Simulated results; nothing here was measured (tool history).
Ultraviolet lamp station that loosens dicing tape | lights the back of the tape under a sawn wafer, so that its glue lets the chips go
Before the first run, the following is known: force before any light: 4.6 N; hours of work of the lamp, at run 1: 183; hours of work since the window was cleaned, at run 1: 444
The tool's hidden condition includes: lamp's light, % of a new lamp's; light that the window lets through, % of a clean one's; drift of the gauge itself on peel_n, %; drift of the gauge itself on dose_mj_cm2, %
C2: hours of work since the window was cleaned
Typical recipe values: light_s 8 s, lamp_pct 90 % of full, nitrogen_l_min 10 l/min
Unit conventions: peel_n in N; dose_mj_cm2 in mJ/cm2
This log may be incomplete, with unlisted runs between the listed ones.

run 1 hour=0.0 | light_s=8 lamp_pct=90 nitrogen_l_min=10 | hours_of_work_of_the_lamp=183 C2=444 | peel_n=0.204 dose_mj_cm2=459
run 2 hour=6.1 | light_s=8 lamp_pct=90 nitrogen_l_min=10 | hours_of_work_of_the_lamp=186 C2=446 | peel_n=0.204 dose_mj_cm2=456
run 3 hour=15.7 | light_s=8 lamp_pct=90 nitrogen_l_min=10 | hours_of_work_of_the_lamp=190 C2=451 | peel_n=0.204 dose_mj_cm2=448
run 4 hour=25.3 | light_s=8 lamp_pct=90 nitrogen_l_min=10 | hours_of_work_of_the_lamp=194 C2=455 | peel_n=0.223 dose_mj_cm2=451
run 5 hour=33.1 | light_s=8 lamp_pct=90 nitrogen_l_min=10 | hours_of_work_of_the_lamp=198 C2=458 | peel_n=0.216 dose_mj_cm2=449
run 6 hour=38.3 | light_s=8 lamp_pct=90 nitrogen_l_min=10 | hours_of_work_of_the_lamp=200 C2=461 | peel_n=0.208 dose_mj_cm2=447
run 7 hour=48.5 | light_s=8 lamp_pct=90 nitrogen_l_min=10 | hours_of_work_of_the_lamp=204 C2=465 | peel_n=0.217 dose_mj_cm2=446
run 8 hour=56.2 | light_s=8 lamp_pct=90 nitrogen_l_min=10 | hours_of_work_of_the_lamp=208 C2=469 | peel_n=0.206 dose_mj_cm2=447
-- hour=63.5 window cleaned of glue's vapour
run 9 hour=65.1 | light_s=8 lamp_pct=90 nitrogen_l_min=10 | hours_of_work_of_the_lamp=212 C2=1 | peel_n=0.187 dose_mj_cm2=485
run 10 hour=73.6 | light_s=8 lamp_pct=90 nitrogen_l_min=10 | hours_of_work_of_the_lamp=215 C2=4 | peel_n=0.197 dose_mj_cm2=483
run 11 hour=80.8 | light_s=8 lamp_pct=90 nitrogen_l_min=10 | hours_of_work_of_the_lamp=219 C2=8 | peel_n=0.201 dose_mj_cm2=485
run 12 hour=92.1 | light_s=8 lamp_pct=90 nitrogen_l_min=10 | hours_of_work_of_the_lamp=224 C2=13 | peel_n=0.191 dose_mj_cm2=486
run 13 hour=101.4 | light_s=8 lamp_pct=77 nitrogen_l_min=10 | hours_of_work_of_the_lamp=228 C2=17 | peel_n=0.218 dose_mj_cm2=408
run 14 hour=108.4 | light_s=8 lamp_pct=77 nitrogen_l_min=10 | hours_of_work_of_the_lamp=231 C2=20 | peel_n=0.240 dose_mj_cm2=409
run 15 hour=113.2 | light_s=8 lamp_pct=77 nitrogen_l_min=10 | hours_of_work_of_the_lamp=233 C2=22 | peel_n=0.249 dose_mj_cm2=406
run 16 hour=119.6 | light_s=5 lamp_pct=68 nitrogen_l_min=10 | hours_of_work_of_the_lamp=236 C2=25 | peel_n=0.631 dose_mj_cm2=227
run 17 hour=130.2 | light_s=14 lamp_pct=75 nitrogen_l_min=10 | hours_of_work_of_the_lamp=241 C2=30 | peel_n=0.162 dose_mj_cm2=692
run 18 hour=137.6 | light_s=5 lamp_pct=61 nitrogen_l_min=10 | hours_of_work_of_the_lamp=244 C2=33 | peel_n=0.741 dose_mj_cm2=203
run 19 hour=146.8 | light_s=5 lamp_pct=61 nitrogen_l_min=10 | hours_of_work_of_the_lamp=248 C2=37 | peel_n=0.743 dose_mj_cm2=204
run 20 hour=157.5 | light_s=5 lamp_pct=61 nitrogen_l_min=10 | hours_of_work_of_the_lamp=253 C2=42 | peel_n=0.773 dose_mj_cm2=203
run 21 hour=164.4 | light_s=4 lamp_pct=97 nitrogen_l_min=15 | hours_of_work_of_the_lamp=256 C2=45 | peel_n=0.412 dose_mj_cm2=253
run 22 hour=174.5 | light_s=6 lamp_pct=95 nitrogen_l_min=5 | hours_of_work_of_the_lamp=260 C2=49 | peel_n=0.405 dose_mj_cm2=365
run 23 hour=180.1 | light_s=4 lamp_pct=95 nitrogen_l_min=11 | hours_of_work_of_the_lamp=263 C2=52 | peel_n=0.498 dose_mj_cm2=248
run 24 hour=188.5 | light_s=4 lamp_pct=75 nitrogen_l_min=10 | hours_of_work_of_the_lamp=267 C2=56 | peel_n=0.813 dose_mj_cm2=198
run 25 hour=193.8 | light_s=4 lamp_pct=75 nitrogen_l_min=10 | hours_of_work_of_the_lamp=269 C2=58 | peel_n=0.759 dose_mj_cm2=195
run 26 hour=202.6 | light_s=4 lamp_pct=75 nitrogen_l_min=10 | hours_of_work_of_the_lamp=273 C2=62 | peel_n=0.809 dose_mj_cm2=193
run 27 hour=212.8 | light_s=4 lamp_pct=75 nitrogen_l_min=10 | hours_of_work_of_the_lamp=277 C2=66 | peel_n=0.814 dose_mj_cm2=192
run 28 hour=224.0 | light_s=4 lamp_pct=75 nitrogen_l_min=10 | hours_of_work_of_the_lamp=282 C2=71 | peel_n=0.799 dose_mj_cm2=194

5 options for the next run, each taken on its own from the tool as it stands now. Forecast them:
run A hour=232.6 | light_s=4 lamp_pct=75 nitrogen_l_min=10 | hours_of_work_of_the_lamp=286 C2=75 | peel_n=? dose_mj_cm2=?
run B hour=232.6 | light_s=13 lamp_pct=79 nitrogen_l_min=8 | hours_of_work_of_the_lamp=286 C2=75 | peel_n=? dose_mj_cm2=?
run C hour=232.6 | light_s=16 lamp_pct=63 nitrogen_l_min=13 | hours_of_work_of_the_lamp=286 C2=75 | peel_n=? dose_mj_cm2=?
run D hour=232.6 | light_s=4 lamp_pct=77 nitrogen_l_min=8 | hours_of_work_of_the_lamp=286 C2=75 | peel_n=? dose_mj_cm2=?
run E hour=232.6 | light_s=15 lamp_pct=91 nitrogen_l_min=8 | hours_of_work_of_the_lamp=286 C2=75 | peel_n=? dose_mj_cm2=?

run=A peel_n=0.830 dose_mj_cm2=195
run=B peel_n=0.174 dose_mj_cm2=651
run=C peel_n=0.163 dose_mj_cm2=641
run=D peel_n=0.896 dose_mj_cm2=194
run=E peel_n=0.159 dose_mj_cm2=875
Had the tool no hidden state, the same runs would have come out as:
run=A peel_n=0.628 dose_mj_cm2=231
run=B peel_n=0.167 dose_mj_cm2=774
run=C peel_n=0.160 dose_mj_cm2=763
run=D peel_n=0.678 dose_mj_cm2=231
run=E peel_n=0.158 dose_mj_cm2=1041
